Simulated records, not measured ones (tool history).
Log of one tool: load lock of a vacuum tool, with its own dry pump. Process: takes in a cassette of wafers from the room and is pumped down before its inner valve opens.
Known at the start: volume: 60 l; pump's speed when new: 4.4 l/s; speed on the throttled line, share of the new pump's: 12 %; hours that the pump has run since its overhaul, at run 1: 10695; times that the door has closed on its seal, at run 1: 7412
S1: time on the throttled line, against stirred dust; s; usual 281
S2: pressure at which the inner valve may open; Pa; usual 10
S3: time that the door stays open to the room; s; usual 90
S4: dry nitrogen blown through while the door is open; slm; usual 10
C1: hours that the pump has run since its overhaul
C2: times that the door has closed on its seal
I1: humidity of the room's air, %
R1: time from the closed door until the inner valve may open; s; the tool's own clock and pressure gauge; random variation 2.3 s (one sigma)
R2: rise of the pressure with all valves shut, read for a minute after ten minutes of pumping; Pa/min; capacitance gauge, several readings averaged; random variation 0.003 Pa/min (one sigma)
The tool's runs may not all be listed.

{"run": 1, "hour": 0.0, "S1": 281, "S2": 10, "S3": 90, "S4": 10, "C1": 10695, "C2": 7412, "I1": 43.3, "R1": 390.7, "R2": 0.053}
{"run": 2, "hour": 149.0, "S1": 281, "S2": 10, "S3": 90, "S4": 10, "C1": 10844, "C2": 7718, "I1": 47.0, "R1": 386.3, "R2": 0.052}
{"run": 3, "hour": 279.3, "S1": 281, "S2": 10, "S3": 90, "S4": 10, "C1": 10975, "C2": 7986, "I1": 51.0, "R1": 389.4, "R2": 0.062}
{"run": 4, "hour": 478.8, "S1": 281, "S2": 10, "S3": 90, "S4": 10, "C1": 11174, "C2": 8396, "I1": 42.5, "R1": 389.4, "R2": 0.057}
{"run": 5, "hour": 669.6, "S1": 281, "S2": 10, "S3": 210, "S4": 10, "C1": 11365, "C2": 8788, "I1": 44.0, "R1": 394.3, "R2": 0.072}
{"run": 6, "hour": 868.2, "S1": 281, "S2": 10, "S3": 210, "S4": 8, "C1": 11564, "C2": 9197, "I1": 45.7, "R1": 390.5, "R2": 0.077}
{"run": 7, "hour": 1007.1, "S1": 281, "S2": 10, "S3": 210, "S4": 8, "C1": 11702, "C2": 9482, "I1": 44.1, "R1": 390.8, "R2": 0.08}
{"run": 8, "hour": 1123.5, "S1": 281, "S2": 10, "S3": 90, "S4": 10, "C1": 11819, "C2": 9721, "I1": 44.5, "R1": 388.8, "R2": 0.051}
{"run": 9, "hour": 1293.2, "S1": 239, "S2": 10, "S3": 90, "S4": 10, "C1": 11989, "C2": 10070, "I1": 42.7, "R1": 354.4, "R2": 0.048}
{"run": 10, "hour": 1375.6, "S1": 281, "S2": 10, "S3": 90, "S4": 10, "C1": 12071, "C2": 10240, "I1": 41.8, "R1": 390.6, "R2": 0.052}
{"run": 11, "hour": 1490.2, "S1": 281, "S2": 10, "S3": 90, "S4": 10, "C1": 12186, "C2": 10475, "I1": 46.6, "R1": 385.7, "R2": 0.06}
{"run": 12, "hour": 1650.8, "S1": 281, "S2": 10, "S3": 90, "S4": 10, "C1": 12346, "C2": 10805, "I1": 44.6, "R1": 389.3, "R2": 0.059}
{"run": 13, "hour": 1763.3, "S1": 281, "S2": 10, "S3": 90, "S4": 10, "C1": 12459, "C2": 11037, "I1": 46.5, "R1": 392.7, "R2": 0.058}
{"run": 14, "hour": 1933.9, "S1": 281, "S2": 11, "S3": 90, "S4": 10, "C1": 12629, "C2": 11387, "I1": 42.2, "R1": 390.3, "R2": 0.054}
{"run": 15, "hour": 2079.6, "S1": 486, "S2": 11, "S3": 90, "S4": 10, "C1": 12775, "C2": 11687, "I1": 42.9, "R1": 558.9, "R2": 0.056}
{"run": 16, "hour": 2235.9, "S1": 461, "S2": 10, "S3": 27, "S4": 10, "C1": 12931, "C2": 12008, "I1": 47.8, "R1": 542.8, "R2": 0.052}

Run 17 comes next. What will it give?
{"run": 17, "hour": 2339.2, "S1": 461, "S2": 10, "S3": 27, "S4": 10, "C1": 13035, "C2": 12221, "I1": 44.5, "R1": "?", "R2": "?"}

{"run 17": {"R1": 543.6, "R2": 0.047}}
Without the tool's hidden state the same run would have given R1 531.4 s, R2 0.030 Pa/min.
